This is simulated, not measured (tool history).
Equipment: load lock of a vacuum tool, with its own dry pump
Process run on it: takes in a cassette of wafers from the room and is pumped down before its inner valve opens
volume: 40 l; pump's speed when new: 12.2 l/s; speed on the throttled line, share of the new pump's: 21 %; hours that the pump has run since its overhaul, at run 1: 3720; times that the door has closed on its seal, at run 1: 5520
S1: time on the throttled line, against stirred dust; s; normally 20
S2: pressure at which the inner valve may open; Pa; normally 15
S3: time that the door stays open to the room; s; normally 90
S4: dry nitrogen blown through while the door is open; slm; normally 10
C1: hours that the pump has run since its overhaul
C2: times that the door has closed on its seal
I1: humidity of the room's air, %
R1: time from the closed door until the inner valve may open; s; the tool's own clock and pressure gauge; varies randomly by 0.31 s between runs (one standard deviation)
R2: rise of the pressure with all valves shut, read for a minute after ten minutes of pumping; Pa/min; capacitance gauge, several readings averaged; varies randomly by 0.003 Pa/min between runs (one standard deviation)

run 1 day=0 | S1=20 S2=15 S3=90 S4=10 | C1=3720 C2=5520 | I1=47.4 | R1=45.6 R2=0.058
run 2 day=2.142 | S1=20 S2=15 S3=90 S4=10 | C1=3771 C2=5636 | I1=43.9 | R1=46 R2=0.061
run 3 day=5.388 | S1=20 S2=15 S3=90 S4=10 | C1=3849 C2=5811 | I1=47.1 | R1=45.2 R2=0.061
run 4 day=8.171 | S1=20 S2=15 S3=90 S4=6 | C1=3916 C2=5962 | I1=43.7 | R1=45.9 R2=0.069
run 5 day=10.829 | S1=20 S2=15 S3=90 S4=6 | C1=3980 C2=6106 | I1=41.4 | R1=45.8 R2=0.059
run 6 day=14.775 | S1=20 S2=15 S3=90 S4=6 | C1=4074 C2=6320 | I1=48.4 | R1=46.1 R2=0.066
run 7 day=17.508 | S1=20 S2=15 S3=90 S4=6 | C1=4140 C2=6468 | I1=41.6 | R1=45.9 R2=0.064
run 8 day=20.429 | S1=20 S2=18 S3=90 S4=10 | C1=4210 C2=6626 | I1=47.1 | R1=45.2 R2=0.067
run 9 day=22.458 | S1=20 S2=18 S3=90 S4=10 | C1=4259 C2=6736 | I1=47.5 | R1=45 R2=0.061
run 10 day=24.504 | S1=20 S2=18 S3=90 S4=10 | C1=4308 C2=6846 | I1=45 | R1=45.6 R2=0.064
run 11 day=27.571 | S1=20 S2=18 S3=90 S4=10 | C1=4381 C2=7012 | I1=44.1 | R1=45.1 R2=0.062
run 12 day=30.567 | S1=20 S2=18 S3=90 S4=10 | C1=4453 C2=7175 | I1=45.3 | R1=44.9 R2=0.07
run 13 day=34.271 | S1=20 S2=18 S3=116 S4=10 | C1=4542 C2=7375 | I1=44.7 | R1=45 R2=0.074
run 14 day=36.542 | S1=20 S2=18 S3=116 S4=10 | C1=4597 C2=7498 | I1=44 | R1=45.6 R2=0.072
run 15 day=38.35 | S1=36 S2=15 S3=131 S4=10 | C1=4640 C2=7596 | I1=43.3 | R1=58.6 R2=0.075
run 16 day=41.683 | S1=36 S2=15 S3=131 S4=10 | C1=4720 C2=7777 | I1=41.6 | R1=59.4 R2=0.077
run 17 day=43.538 | S1=14 S2=15 S3=131 S4=42 | C1=4765 C2=7877 | I1=42.3 | R1=41.4 R2=0.058
run 18 day=47.167 | S1=15 S2=21 S3=131 S4=42 | C1=4852 C2=8074 | I1=45.6 | R1=41.4 R2=0.058

3 options for the next run, each taken on its own from the tool as it stands now. Forecast them:
run A day=50.012 | S1=35 S2=21 S3=131 S4=32 | C1=4920 C2=8228 | I1=42.4 | R1=? R2=?
run B day=50.012 | S1=18 S2=13 S3=90 S4=10 | C1=4920 C2=8228 | I1=42.4 | R1=? R2=?
run C day=50.012 | S1=27 S2=11 S3=131 S4=17 | C1=4920 C2=8228 | I1=41.3 | R1=? R2=?

run=A R1=56.8 R2=0.057
run=B R1=45.5 R2=0.067
run=C R1=52.9 R2=0.069
The same runs, with their run-to-run variation unchanged, on a tool lacking any hidden condition would have given:
run=A R1=55.7 R2=0.032
run=B R1=44.1 R2=0.042
run=C R1=51.5 R2=0.044
